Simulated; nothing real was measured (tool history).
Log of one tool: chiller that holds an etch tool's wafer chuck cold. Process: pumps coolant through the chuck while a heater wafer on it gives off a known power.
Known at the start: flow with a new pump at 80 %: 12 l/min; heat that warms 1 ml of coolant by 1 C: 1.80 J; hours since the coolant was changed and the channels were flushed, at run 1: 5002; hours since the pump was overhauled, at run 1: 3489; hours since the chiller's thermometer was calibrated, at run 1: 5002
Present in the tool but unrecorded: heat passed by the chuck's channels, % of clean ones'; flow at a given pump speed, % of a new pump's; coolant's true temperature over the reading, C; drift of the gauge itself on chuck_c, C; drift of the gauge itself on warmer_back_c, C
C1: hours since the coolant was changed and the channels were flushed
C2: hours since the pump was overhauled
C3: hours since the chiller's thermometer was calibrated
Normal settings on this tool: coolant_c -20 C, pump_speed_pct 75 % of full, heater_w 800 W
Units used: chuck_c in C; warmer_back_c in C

Run 1, hour 0: usual settings; C1 5002; C2 3489; C3 5002. Result: chuck_c -14.5 C, warmer_back_c 2.44 C.
At hour 139.8: coolant changed, channels flushed.
Run 2, hour 150.7: usual settings but coolant_c -10 C; C1 11; C2 3633; C3 5147. Result: chuck_c -4.5 C, warmer_back_c 2.39 C.
Run 3, hour 254.1: usual settings but coolant_c -10 C; C1 114; C2 3737; C3 5250. Result: chuck_c -4.5 C, warmer_back_c 2.35 C.
At hour 276.7: chiller's thermometer calibrated.
Run 4, hour 371.1: usual settings; C1 230; C2 3853; C3 94. Result: chuck_c -14.6 C, warmer_back_c 2.45 C.
Run 5, hour 484.4: usual settings; C1 344; C2 3966; C3 208. Result: chuck_c -14.5 C, warmer_back_c 2.47 C.
Run 6, hour 678.5: usual settings; C1 538; C2 4160; C3 402. Result: chuck_c -14.4 C, warmer_back_c 2.47 C.
Run 7, hour 792.9: usual settings; C1 652; C2 4275; C3 516. Result: chuck_c -14.5 C, warmer_back_c 2.45 C.
Run 8, hour 996.3: usual settings but coolant_c -14 C, pump_speed_pct 94 % of full; C1 856; C2 4478; C3 720. Result: chuck_c -9.4 C, warmer_back_c 2 C.
Run 9, hour 1192.4: usual settings but coolant_c -14 C, pump_speed_pct 94 % of full; C1 1052; C2 4674; C3 916. Result: chuck_c -9.1 C, warmer_back_c 2.04 C.
Run 10, hour 1362.7: usual settings but coolant_c -13 C, pump_speed_pct 61 % of full, heater_w 723 W; C1 1222; C2 4844; C3 1086. Result: chuck_c -7.1 C, warmer_back_c 2.82 C.
Run 11, hour 1532.9: usual settings but coolant_c -29 C, pump_speed_pct 61 % of full; C1 1392; C2 5015; C3 1256. Result: chuck_c -22.7 C, warmer_back_c 3.14 C.
Run 12, hour 1645.4: usual settings but coolant_c -28 C, heater_w 624 W; C1 1505; C2 5127; C3 1369. Result: chuck_c -23.8 C, warmer_back_c 2.03 C.
Run 13, hour 1838.7: usual settings but coolant_c -23 C, pump_speed_pct 92 % of full, heater_w 499 W; C1 1698; C2 5320; C3 1562. Result: chuck_c -19.9 C, warmer_back_c 1.48 C.

Predict each of these 4 candidate next runs independently; none follows another, all start after run 13:
Run A, hour 1982.2: usual settings but coolant_c -11 C; C1 1841; C2 5464; C3 1705. Result: chuck_c ?, warmer_back_c ?.
Run B, hour 1982.2: usual settings but coolant_c -23 C, pump_speed_pct 70 % of full, heater_w 499 W; C1 1841; C2 5464; C3 1705. Result: chuck_c ?, warmer_back_c ?.
Run C, hour 1982.2: usual settings but coolant_c -17 C, pump_speed_pct 92 % of full, heater_w 499 W; C1 1841; C2 5464; C3 1705. Result: chuck_c ?, warmer_back_c ?.
Run D, hour 1982.2: usual settings but coolant_c -11 C, heater_w 537 W; C1 1841; C2 5464; C3 1705. Result: chuck_c ?, warmer_back_c ?.

run  chuck_c  warmer_back_c
  A     -5.7           2.58
  B    -19.4           1.83
  C    -14.1           1.48
  D     -7.2           1.83
Take away the tool's hidden state, keep each run's random variation, and the runs would have read:
run  chuck_c  warmer_back_c
  A     -5.7           2.33
  B    -19.4           1.57
  C    -14.1           1.22
  D     -7.2           1.58

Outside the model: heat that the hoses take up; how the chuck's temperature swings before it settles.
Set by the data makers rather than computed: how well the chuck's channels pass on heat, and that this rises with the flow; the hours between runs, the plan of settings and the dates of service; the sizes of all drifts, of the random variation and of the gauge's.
